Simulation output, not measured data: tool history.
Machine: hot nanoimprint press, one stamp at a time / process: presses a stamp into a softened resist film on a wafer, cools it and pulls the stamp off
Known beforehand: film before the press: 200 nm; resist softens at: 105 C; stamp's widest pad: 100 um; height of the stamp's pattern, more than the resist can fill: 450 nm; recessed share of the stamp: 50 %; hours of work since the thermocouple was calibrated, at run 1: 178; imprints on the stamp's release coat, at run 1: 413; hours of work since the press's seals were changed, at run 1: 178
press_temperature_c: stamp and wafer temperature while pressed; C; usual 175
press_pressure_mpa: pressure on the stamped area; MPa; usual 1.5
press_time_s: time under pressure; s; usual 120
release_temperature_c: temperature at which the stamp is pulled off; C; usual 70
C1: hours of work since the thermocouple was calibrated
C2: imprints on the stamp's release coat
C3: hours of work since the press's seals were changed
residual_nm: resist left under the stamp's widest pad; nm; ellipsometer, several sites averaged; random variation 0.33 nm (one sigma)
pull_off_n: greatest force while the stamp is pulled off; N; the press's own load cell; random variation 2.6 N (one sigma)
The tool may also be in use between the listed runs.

run 1 hour=0 | press_temperature_c=175 press_pressure_mpa=1.5 press_time_s=120 release_temperature_c=70 | C1=178 C2=413 C3=178 | residual_nm=112.3 pull_off_n=121
run 2 hour=9.6 | press_temperature_c=183 press_pressure_mpa=1.5 press_time_s=120 release_temperature_c=70 | C1=183 C2=428 C3=183 | residual_nm=93.6 pull_off_n=117
run 3 hour=16.4 | press_temperature_c=183 press_pressure_mpa=1.5 press_time_s=215 release_temperature_c=70 | C1=187 C2=439 C3=187 | residual_nm=75.9 pull_off_n=118
run 4 hour=24.7 | press_temperature_c=183 press_pressure_mpa=1.5 press_time_s=215 release_temperature_c=70 | C1=191 C2=453 C3=191 | residual_nm=76.3 pull_off_n=119
run 5 hour=30 | press_temperature_c=183 press_pressure_mpa=1.28 press_time_s=215 release_temperature_c=70 | C1=194 C2=461 C3=194 | residual_nm=83 pull_off_n=111
run 6 hour=35.5 | press_temperature_c=175 press_pressure_mpa=1.5 press_time_s=120 release_temperature_c=70 | C1=197 C2=470 C3=197 | residual_nm=112.7 pull_off_n=120
run 7 hour=42.2 | press_temperature_c=175 press_pressure_mpa=1.11 press_time_s=120 release_temperature_c=70 | C1=201 C2=481 C3=201 | residual_nm=128.5 pull_off_n=123
run 8 hour=50.2 | press_temperature_c=175 press_pressure_mpa=1.5 press_time_s=120 release_temperature_c=70 | C1=205 C2=494 C3=205 | residual_nm=113.2 pull_off_n=118
run 9 hour=57.6 | press_temperature_c=176 press_pressure_mpa=1.5 press_time_s=112 release_temperature_c=70 | C1=209 C2=506 C3=209 | residual_nm=113.9 pull_off_n=122
run 10 hour=65.5 | press_temperature_c=179 press_pressure_mpa=1.39 press_time_s=112 release_temperature_c=59 | C1=213 C2=518 C3=213 | residual_nm=109 pull_off_n=154
run 11 hour=72.9 | press_temperature_c=177 press_pressure_mpa=1.48 press_time_s=112 release_temperature_c=67 | C1=217 C2=530 C3=217 | residual_nm=111.3 pull_off_n=131
run 12 hour=77.9 | press_temperature_c=163 press_pressure_mpa=1.26 press_time_s=159 release_temperature_c=55 | C1=220 C2=538 C3=220 | residual_nm=147.6 pull_off_n=163
run 13 hour=85.2 | press_temperature_c=163 press_pressure_mpa=1.15 press_time_s=122 release_temperature_c=66 | C1=224 C2=550 C3=224 | residual_nm=160.6 pull_off_n=133
run 14 hour=92.8 | press_temperature_c=175 press_pressure_mpa=1.43 press_time_s=120 release_temperature_c=65 | C1=228 C2=562 C3=228 | residual_nm=117.1 pull_off_n=130
run 15 hour=100.4 | press_temperature_c=175 press_pressure_mpa=1.43 press_time_s=120 release_temperature_c=65 | C1=232 C2=575 C3=232 | residual_nm=117.3 pull_off_n=136

Forecast each of these 3 alternatives for the next run:
run A hour=109.7 | press_temperature_c=175 press_pressure_mpa=1.5 press_time_s=120 release_temperature_c=61 | C1=237 C2=590 C3=237 | residual_nm=? pull_off_n=?
run B hour=109.7 | press_temperature_c=176 press_pressure_mpa=1.76 press_time_s=120 release_temperature_c=66 | C1=237 C2=590 C3=237 | residual_nm=? pull_off_n=?
run C hour=109.7 | press_temperature_c=175 press_pressure_mpa=2.18 press_time_s=120 release_temperature_c=59 | C1=237 C2=590 C3=237 | residual_nm=? pull_off_n=?

run=A residual_nm=114.5 pull_off_n=145
run=B residual_nm=104.2 pull_off_n=142
run=C residual_nm=95.8 pull_off_n=150
With no hidden state in the tool, these same runs would have given:
run=A residual_nm=112.3 pull_off_n=144
run=B residual_nm=102.2 pull_off_n=140
run=C residual_nm=93.9 pull_off_n=149

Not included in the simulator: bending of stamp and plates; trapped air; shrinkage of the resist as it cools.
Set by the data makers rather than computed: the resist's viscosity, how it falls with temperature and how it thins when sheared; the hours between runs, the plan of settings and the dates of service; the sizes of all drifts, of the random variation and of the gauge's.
